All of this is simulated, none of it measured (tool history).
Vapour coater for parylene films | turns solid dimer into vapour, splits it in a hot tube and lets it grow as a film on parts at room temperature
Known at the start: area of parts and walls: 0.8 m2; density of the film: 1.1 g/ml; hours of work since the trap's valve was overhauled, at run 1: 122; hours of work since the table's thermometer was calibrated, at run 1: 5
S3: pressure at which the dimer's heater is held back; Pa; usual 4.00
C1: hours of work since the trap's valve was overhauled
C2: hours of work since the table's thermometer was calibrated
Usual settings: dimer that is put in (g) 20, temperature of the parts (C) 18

run 1 day=0.000 | dimer_that_is_put_in_(g)=20 temperature_of_the_parts_(C)=18 S3=4.00 | C1=122 C2=5 | thickness_of_the_film_(µm)=17.60
run 2 day=0.412 | dimer_that_is_put_in_(g)=16 temperature_of_the_parts_(C)=18 S3=4.00 | C1=129 C2=11 | thickness_of_the_film_(µm)=14.12
run 3 day=0.821 | dimer_that_is_put_in_(g)=16 temperature_of_the_parts_(C)=23 S3=4.00 | C1=135 C2=18 | thickness_of_the_film_(µm)=11.91
run 4 day=1.238 | dimer_that_is_put_in_(g)=16 temperature_of_the_parts_(C)=23 S3=4.00 | C1=142 C2=25 | thickness_of_the_film_(µm)=11.95
run 5 day=1.850 | dimer_that_is_put_in_(g)=16 temperature_of_the_parts_(C)=23 S3=4.00 | C1=152 C2=35 | thickness_of_the_film_(µm)=11.81
run 6 day=2.221 | dimer_that_is_put_in_(g)=16 temperature_of_the_parts_(C)=23 S3=4.00 | C1=158 C2=41 | thickness_of_the_film_(µm)=11.90
run 7 day=2.625 | dimer_that_is_put_in_(g)=27 temperature_of_the_parts_(C)=18 S3=4.00 | C1=165 C2=47 | thickness_of_the_film_(µm)=23.93
run 8 day=3.096 | dimer_that_is_put_in_(g)=27 temperature_of_the_parts_(C)=18 S3=4.00 | C1=172 C2=55 | thickness_of_the_film_(µm)=23.60
run 9 day=3.550 | dimer_that_is_put_in_(g)=27 temperature_of_the_parts_(C)=18 S3=4.00 | C1=180 C2=63 | thickness_of_the_film_(µm)=23.74
run 10 day=3.904 | dimer_that_is_put_in_(g)=27 temperature_of_the_parts_(C)=18 S3=4.00 | C1=186 C2=68 | thickness_of_the_film_(µm)=23.78
run 11 day=4.267 | dimer_that_is_put_in_(g)=27 temperature_of_the_parts_(C)=18 S3=4.00 | C1=192 C2=74 | thickness_of_the_film_(µm)=23.69
run 12 day=4.875 | dimer_that_is_put_in_(g)=27 temperature_of_the_parts_(C)=18 S3=7.02 | C1=202 C2=84 | thickness_of_the_film_(µm)=21.75
run 13 day=5.225 | dimer_that_is_put_in_(g)=20 temperature_of_the_parts_(C)=18 S3=4.00 | C1=207 C2=90 | thickness_of_the_film_(µm)=17.45
run 14 day=5.508 | dimer_that_is_put_in_(g)=20 temperature_of_the_parts_(C)=18 S3=4.00 | C1=212 C2=95 | thickness_of_the_film_(µm)=17.65
run 15 day=5.875 | dimer_that_is_put_in_(g)=20 temperature_of_the_parts_(C)=25 S3=4.00 | C1=218 C2=101 | thickness_of_the_film_(µm)=13.89
run 16 day=6.425 | dimer_that_is_put_in_(g)=20 temperature_of_the_parts_(C)=25 S3=4.00 | C1=227 C2=110 | thickness_of_the_film_(µm)=13.83
run 17 day=6.962 | dimer_that_is_put_in_(g)=20 temperature_of_the_parts_(C)=25 S3=4.00 | C1=236 C2=118 | thickness_of_the_film_(µm)=13.87
run 18 day=7.583 | dimer_that_is_put_in_(g)=20 temperature_of_the_parts_(C)=25 S3=4.00 | C1=246 C2=129 | thickness_of_the_film_(µm)=13.72
run 19 day=8.050 | dimer_that_is_put_in_(g)=20 temperature_of_the_parts_(C)=25 S3=4.00 | C1=253 C2=136 | thickness_of_the_film_(µm)=13.73
run 20 day=8.696 | dimer_that_is_put_in_(g)=20 temperature_of_the_parts_(C)=25 S3=4.00 | C1=264 C2=147 | thickness_of_the_film_(µm)=13.73
run 21 day=9.258 | dimer_that_is_put_in_(g)=20 temperature_of_the_parts_(C)=25 S3=4.00 | C1=273 C2=156 | thickness_of_the_film_(µm)=13.74
run 22 day=9.696 | dimer_that_is_put_in_(g)=20 temperature_of_the_parts_(C)=18 S3=4.00 | C1=280 C2=163 | thickness_of_the_film_(µm)=17.31
run 23 day=10.192 | dimer_that_is_put_in_(g)=20 temperature_of_the_parts_(C)=18 S3=4.00 | C1=288 C2=171 | thickness_of_the_film_(µm)=17.35
run 24 day=10.838 | dimer_that_is_put_in_(g)=30 temperature_of_the_parts_(C)=23 S3=4.00 | C1=299 C2=182 | thickness_of_the_film_(µm)=22.05
run 25 day=11.354 | dimer_that_is_put_in_(g)=11 temperature_of_the_parts_(C)=23 S3=4.00 | C1=307 C2=190 | thickness_of_the_film_(µm)=8.01
-- day=11.558 trap's valve overhauled
run 26 day=12.138 | dimer_that_is_put_in_(g)=28 temperature_of_the_parts_(C)=18 S3=2.27 | C1=9 C2=200 | thickness_of_the_film_(µm)=26.16
run 27 day=12.646 | dimer_that_is_put_in_(g)=10 temperature_of_the_parts_(C)=14 S3=5.88 | C1=18 C2=209 | thickness_of_the_film_(µm)=9.44
run 28 day=13.258 | dimer_that_is_put_in_(g)=10 temperature_of_the_parts_(C)=14 S3=5.88 | C1=28 C2=219 | thickness_of_the_film_(µm)=9.37
-- day=13.692 gauge calibrated
run 29 day=13.700 | dimer_that_is_put_in_(g)=10 temperature_of_the_parts_(C)=14 S3=5.88 | C1=35 C2=226 | thickness_of_the_film_(µm)=9.52
run 30 day=14.133 | dimer_that_is_put_in_(g)=11 temperature_of_the_parts_(C)=13 S3=7.07 | C1=42 C2=233 | thickness_of_the_film_(µm)=10.66
run 31 day=14.708 | dimer_that_is_put_in_(g)=20 temperature_of_the_parts_(C)=17 S3=3.52 | C1=52 C2=242 | thickness_of_the_film_(µm)=18.64
run 32 day=15.312 | dimer_that_is_put_in_(g)=9 temperature_of_the_parts_(C)=24 S3=9.28 | C1=61 C2=252 | thickness_of_the_film_(µm)=5.72
run 33 day=15.667 | dimer_that_is_put_in_(g)=9 temperature_of_the_parts_(C)=24 S3=9.28 | C1=67 C2=258 | thickness_of_the_film_(µm)=5.68
run 34 day=15.962 | dimer_that_is_put_in_(g)=25 temperature_of_the_parts_(C)=30 S3=3.26 | C1=72 C2=263 | thickness_of_the_film_(µm)=15.10
run 35 day=16.500 | dimer_that_is_put_in_(g)=20 temperature_of_the_parts_(C)=18 S3=2.50 | C1=81 C2=272 | thickness_of_the_film_(µm)=18.94
run 36 day=16.812 | dimer_that_is_put_in_(g)=20 temperature_of_the_parts_(C)=18 S3=2.50 | C1=86 C2=277 | thickness_of_the_film_(µm)=18.91
run 37 day=17.317 | dimer_that_is_put_in_(g)=13 temperature_of_the_parts_(C)=22 S3=10.14 | C1=94 C2=285 | thickness_of_the_film_(µm)=8.77
run 38 day=17.800 | dimer_that_is_put_in_(g)=9 temperature_of_the_parts_(C)=20 S3=2.62 | C1=102 C2=293 | thickness_of_the_film_(µm)=7.85
run 39 day=18.458 | dimer_that_is_put_in_(g)=9 temperature_of_the_parts_(C)=20 S3=2.62 | C1=113 C2=304 | thickness_of_the_film_(µm)=7.87
run 40 day=18.850 | dimer_that_is_put_in_(g)=8 temperature_of_the_parts_(C)=25 S3=2.62 | C1=119 C2=310 | thickness_of_the_film_(µm)=5.88
run 41 day=19.192 | dimer_that_is_put_in_(g)=8 temperature_of_the_parts_(C)=14 S3=9.83 | C1=125 C2=316 | thickness_of_the_film_(µm)=7.05
run 42 day=19.508 | dimer_that_is_put_in_(g)=8 temperature_of_the_parts_(C)=15 S3=6.83 | C1=130 C2=321 | thickness_of_the_film_(µm)=7.17
run 43 day=19.979 | dimer_that_is_put_in_(g)=20 temperature_of_the_parts_(C)=16 S3=2.96 | C1=138 C2=328 | thickness_of_the_film_(µm)=19.68
run 44 day=20.500 | dimer_that_is_put_in_(g)=20 temperature_of_the_parts_(C)=16 S3=2.96 | C1=146 C2=337 | thickness_of_the_film_(µm)=19.64
run 45 day=20.829 | dimer_that_is_put_in_(g)=20 temperature_of_the_parts_(C)=18 S3=3.58 | C1=152 C2=342 | thickness_of_the_film_(µm)=17.88

Hidden state at the last listed run before each entry between runs and at the first one after, where it differs:
Between runs 25 and 26: trap's valve overhauled (day 11.558)
  vapour lost through the trap's worn valve, %: 0.3 -> 0; drift of the gauge itself on film_um, %: -2.09 -> -2.2
  measured less the result without the state, thickness of the film (µm): -0.19 -> -0.58
Between runs 28 and 29: gauge calibrated (day 13.692)
  drift of the gauge itself on film_um, %: -2.41 -> 0
  measured less the result without the state, thickness of the film (µm): -0.23 -> +0.00

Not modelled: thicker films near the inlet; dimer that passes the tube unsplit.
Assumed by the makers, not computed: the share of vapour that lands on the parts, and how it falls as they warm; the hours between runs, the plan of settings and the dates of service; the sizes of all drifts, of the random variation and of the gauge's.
